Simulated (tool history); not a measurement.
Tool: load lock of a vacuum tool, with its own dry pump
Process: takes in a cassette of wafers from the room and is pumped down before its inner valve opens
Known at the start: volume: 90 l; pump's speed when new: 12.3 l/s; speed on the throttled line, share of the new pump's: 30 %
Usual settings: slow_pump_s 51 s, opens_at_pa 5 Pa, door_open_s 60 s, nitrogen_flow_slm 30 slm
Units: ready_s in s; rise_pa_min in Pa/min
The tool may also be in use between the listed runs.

| run | hour | slow_pump_s | opens_at_pa | door_open_s | nitrogen_flow_slm | incoming humidity of the room's air, % | ready_s | rise_pa_min |
|---|---|---|---|---|---|---|---|---|
| 1 | 0 | 51 | 5 | 60 | 30 | 45.2 | 111.8 | 0.047 |
| 2 | 160.5 | 51 | 5 | 60 | 30 | 45.9 | 109.6 | 0.049 |
| 3 | 341.4 | 51 | 8 | 60 | 30 | 45.3 | 106.5 | 0.046 |
| 4 | 454.1 | 51 | 8 | 60 | 30 | 42.7 | 108 | 0.053 |
| 5 | 679.5 | 51 | 8 | 60 | 30 | 43.3 | 107.4 | 0.056 |
| 6 | 914.5 | 51 | 5 | 60 | 30 | 41.1 | 110.9 | 0.062 |
| 7 | 1135.2 | 51 | 8 | 60 | 30 | 43.4 | 108.4 | 0.063 |
| 8 | 1348.9 | 51 | 8 | 60 | 30 | 44.5 | 107.8 | 0.072 |
| 9 | 1565.8 | 51 | 8 | 134 | 30 | 45.7 | 108.9 | 0.083 |
| 10 | 1725.9 | 51 | 8 | 238 | 44 | 43.8 | 108.2 | 0.087 |
| 11 | 1865.1 | 28 | 7 | 60 | 30 | 44.3 | 92.8 | 0.084 |
| 12 | 1999.3 | 64 | 10 | 60 | 30 | 45.6 | 115.4 | 0.09 |
| 13 | 2190.3 | 89 | 9 | 60 | 4 | 40.2 | 133.7 | 0.103 |
| 14 | 2382.2 | 97 | 9 | 142 | 11 | 45.7 | 137.7 | 0.112 |
| 15 | 2488.6 | 97 | 9 | 142 | 11 | 42 | 138.5 | 0.112 |
| 16 | 2725.6 | 34 | 5 | 60 | 31 | 46 | 100.9 | 0.102 |
| 17 | 2975.7 | 34 | 5 | 60 | 31 | 46.1 | 99.8 | 0.11 |

4 ways to go on from here, each from the tool as it stands after run 17. What would each give?
| A | 3225.6 | 78 | 5 | 60 | 30 | 45.7 | ? | ? |
| B | 3225.6 | 90 | 5 | 60 | 31 | 48.2 | ? | ? |
| C | 3225.6 | 34 | 5 | 60 | 16 | 44.1 | ? | ? |
| D | 3225.6 | 51 | 5 | 60 | 23 | 42.8 | ? | ? |

| run | ready_s | rise_pa_min |
|---|---|---|
| A | 130.9 | 0.118 |
| B | 137.9 | 0.12 |
| C | 100.9 | 0.119 |
| D | 113 | 0.119 |
Without the tool's hidden state the same runs would have given:
| run | ready_s | rise_pa_min |
|---|---|---|
| A | 128.4 | 0.009 |
| B | 135.6 | 0.014 |
| C | 97.8 | 0.009 |
| D | 110 | 0.011 |
